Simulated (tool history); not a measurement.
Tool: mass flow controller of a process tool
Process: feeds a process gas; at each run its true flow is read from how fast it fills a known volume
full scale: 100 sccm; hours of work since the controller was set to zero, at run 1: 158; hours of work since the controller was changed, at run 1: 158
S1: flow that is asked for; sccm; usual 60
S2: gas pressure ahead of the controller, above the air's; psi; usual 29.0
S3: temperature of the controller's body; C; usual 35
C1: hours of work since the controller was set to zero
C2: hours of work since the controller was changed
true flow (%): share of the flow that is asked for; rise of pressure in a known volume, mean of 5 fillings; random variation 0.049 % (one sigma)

run 1 day=0.000 | S1=60 S2=29.0 S3=35 | C1=158 C2=158 | true_flow_(%)=98.31
run 2 day=5.596 | S1=60 S2=31.6 S3=35 | C1=220 C2=220 | true_flow_(%)=98.37
run 3 day=15.267 | S1=60 S2=29.9 S3=35 | C1=328 C2=328 | true_flow_(%)=98.37
run 4 day=27.821 | S1=60 S2=29.9 S3=35 | C1=469 C2=469 | true_flow_(%)=98.38
run 5 day=38.671 | S1=60 S2=29.9 S3=35 | C1=590 C2=590 | true_flow_(%)=98.50
run 6 day=46.275 | S1=60 S2=29.9 S3=35 | C1=675 C2=675 | true_flow_(%)=98.44
run 7 day=54.667 | S1=60 S2=34.7 S3=35 | C1=769 C2=769 | true_flow_(%)=98.59
run 8 day=63.792 | S1=60 S2=34.7 S3=35 | C1=871 C2=871 | true_flow_(%)=98.60
run 9 day=72.142 | S1=60 S2=37.4 S3=35 | C1=964 C2=964 | true_flow_(%)=98.66
run 10 day=82.242 | S1=60 S2=37.4 S3=35 | C1=1077 C2=1077 | true_flow_(%)=98.79
run 11 day=89.917 | S1=60 S2=29.0 S3=35 | C1=1163 C2=1163 | true_flow_(%)=98.53
run 12 day=102.404 | S1=60 S2=29.0 S3=35 | C1=1303 C2=1303 | true_flow_(%)=98.53
run 13 day=113.950 | S1=60 S2=29.0 S3=31 | C1=1432 C2=1432 | true_flow_(%)=98.73
run 14 day=124.942 | S1=63 S2=29.0 S3=31 | C1=1555 C2=1555 | true_flow_(%)=98.82
run 15 day=135.033 | S1=60 S2=29.0 S3=25 | C1=1667 C2=1667 | true_flow_(%)=98.99
run 16 day=144.879 | S1=60 S2=29.0 S3=23 | C1=1777 C2=1777 | true_flow_(%)=99.07
run 17 day=157.408 | S1=60 S2=23.2 S3=23 | C1=1917 C2=1917 | true_flow_(%)=98.99
run 18 day=170.042 | S1=60 S2=23.2 S3=23 | C1=2059 C2=2059 | true_flow_(%)=99.03
run 19 day=181.875 | S1=60 S2=23.2 S3=23 | C1=2191 C2=2191 | true_flow_(%)=99.09
run 20 day=188.154 | S1=60 S2=23.2 S3=23 | C1=2261 C2=2261 | true_flow_(%)=99.07
run 21 day=196.567 | S1=60 S2=23.2 S3=23 | C1=2355 C2=2355 | true_flow_(%)=98.96
run 22 day=206.567 | S1=60 S2=31.3 S3=23 | C1=2467 C2=2467 | true_flow_(%)=99.27
run 23 day=213.917 | S1=60 S2=29.0 S3=28 | C1=2549 C2=2549 | true_flow_(%)=99.02
run 24 day=225.988 | S1=60 S2=29.0 S3=28 | C1=2684 C2=2684 | true_flow_(%)=99.11
run 25 day=233.275 | S1=60 S2=29.0 S3=30 | C1=2766 C2=2766 | true_flow_(%)=99.04
run 26 day=240.304 | S1=14 S2=24.1 S3=35 | C1=2844 C2=2844 | true_flow_(%)=97.24
run 27 day=249.212 | S1=14 S2=30.3 S3=33 | C1=2944 C2=2944 | true_flow_(%)=97.52
run 28 day=254.979 | S1=14 S2=30.3 S3=33 | C1=3008 C2=3008 | true_flow_(%)=97.44
run 29 day=267.379 | S1=14 S2=30.3 S3=33 | C1=3147 C2=3147 | true_flow_(%)=97.40
run 30 day=274.558 | S1=52 S2=21.3 S3=27 | C1=3227 C2=3227 | true_flow_(%)=98.79
run 31 day=286.192 | S1=52 S2=28.0 S3=21 | C1=3357 C2=3357 | true_flow_(%)=99.17
run 32 day=293.538 | S1=76 S2=29.0 S3=38 | C1=3439 C2=3439 | true_flow_(%)=99.29
run 33 day=301.221 | S1=24 S2=34.5 S3=31 | C1=3525 C2=3525 | true_flow_(%)=98.04
run 34 day=306.788 | S1=34 S2=26.5 S3=35 | C1=3587 C2=3587 | true_flow_(%)=98.01
run 35 day=312.854 | S1=68 S2=32.5 S3=28 | C1=3655 C2=3655 | true_flow_(%)=99.45
run 36 day=321.696 | S1=68 S2=32.5 S3=28 | C1=3754 C2=3754 | true_flow_(%)=99.56
run 37 day=327.479 | S1=60 S2=29.0 S3=21 | C1=3819 C2=3819 | true_flow_(%)=99.49
run 38 day=338.775 | S1=60 S2=29.0 S3=21 | C1=3945 C2=3945 | true_flow_(%)=99.54
run 39 day=345.133 | S1=80 S2=37.0 S3=24 | C1=4016 C2=4016 | true_flow_(%)=100.30
run 40 day=351.158 | S1=31 S2=32.3 S3=30 | C1=4083 C2=4083 | true_flow_(%)=98.32
-- day=359.542 gauge calibrated
run 41 day=361.746 | S1=52 S2=30.9 S3=25 | C1=4202 C2=4202 | true_flow_(%)=98.62
run 42 day=370.654 | S1=22 S2=21.2 S3=25 | C1=4301 C2=4301 | true_flow_(%)=97.37
run 43 day=377.029 | S1=22 S2=21.2 S3=25 | C1=4373 C2=4373 | true_flow_(%)=97.43
run 44 day=386.125 | S1=37 S2=39.7 S3=34 | C1=4474 C2=4474 | true_flow_(%)=97.98
run 45 day=398.558 | S1=37 S2=39.7 S3=34 | C1=4613 C2=4613 | true_flow_(%)=97.93
run 46 day=408.871 | S1=12 S2=26.4 S3=21 | C1=4729 C2=4729 | true_flow_(%)=97.33
run 47 day=415.717 | S1=30 S2=29.0 S3=36 | C1=4805 C2=4805 | true_flow_(%)=97.41
run 48 day=425.262 | S1=21 S2=23.5 S3=31 | C1=4912 C2=4912 | true_flow_(%)=97.24
run 49 day=431.188 | S1=21 S2=23.5 S3=31 | C1=4978 C2=4978 | true_flow_(%)=97.25

3 ways to go on from here, each from the tool as it stands after run 49. What would each give?
run A day=439.483 | S1=60 S2=39.9 S3=31 | C1=5071 C2=5071 | true_flow_(%)=?
run B day=439.483 | S1=60 S2=29.0 S3=24 | C1=5071 C2=5071 | true_flow_(%)=?
run C day=439.483 | S1=60 S2=23.9 S3=30 | C1=5071 C2=5071 | true_flow_(%)=?

run=A true_flow_(%)=99.02
run=B true_flow_(%)=98.93
run=C true_flow_(%)=98.55
Without the tool's hidden state the same runs would have given:
run=A true_flow_(%)=98.87
run=B true_flow_(%)=98.78
run=C true_flow_(%)=98.40

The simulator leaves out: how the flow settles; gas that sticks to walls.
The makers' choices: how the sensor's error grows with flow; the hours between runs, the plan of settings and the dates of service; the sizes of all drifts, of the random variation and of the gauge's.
